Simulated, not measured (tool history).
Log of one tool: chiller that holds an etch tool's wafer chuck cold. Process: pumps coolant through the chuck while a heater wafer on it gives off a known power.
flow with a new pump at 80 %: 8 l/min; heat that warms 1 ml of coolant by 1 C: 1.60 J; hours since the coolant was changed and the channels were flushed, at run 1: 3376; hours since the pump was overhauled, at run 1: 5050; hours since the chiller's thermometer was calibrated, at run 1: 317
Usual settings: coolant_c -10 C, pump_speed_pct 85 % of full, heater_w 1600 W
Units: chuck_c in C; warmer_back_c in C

run	hour	coolant_c	pump_speed_pct	heater_w	hours since the coolant was changed and the channels were flushed	hours since the pump was overhauled	hours since the chiller's thermometer was calibrated	chuck_c	warmer_back_c
1	0	-10	85	1600	3376	5050	317	6.8	7.54
2	65.4	-10	85	1600	3442	5116	383	7.1	7.57
3	127.1	-10	85	1600	3503	5177	445	7.1	7.5
4	252.5	-2	85	1600	3629	5303	570	15	7.64
5	335.3	-2	85	1600	3712	5386	653	15	7.57
6	415.2	-10	67	1600	3791	5465	733	10.3	9.91
7	539.6	-17	79	1325	3916	5590	857	-2.2	6.85
8	645.1	0	84	1281	4021	5695	962	13.6	6.12
9	715.8	-10	90	1319	4092	5766	1033	3.8	5.92
10	848	-14	60	1319	4224	5898	1165	4.1	9.41

The next listed run, before its measurement:
11	926.9	-14	60	1319	4303	5977	1244	?	?

chuck_c: 4.2 C
warmer_back_c: 9.43 C
Without the tool's hidden state the same run would have given chuck_c 2.2 C, warmer_back_c 8.63 C.
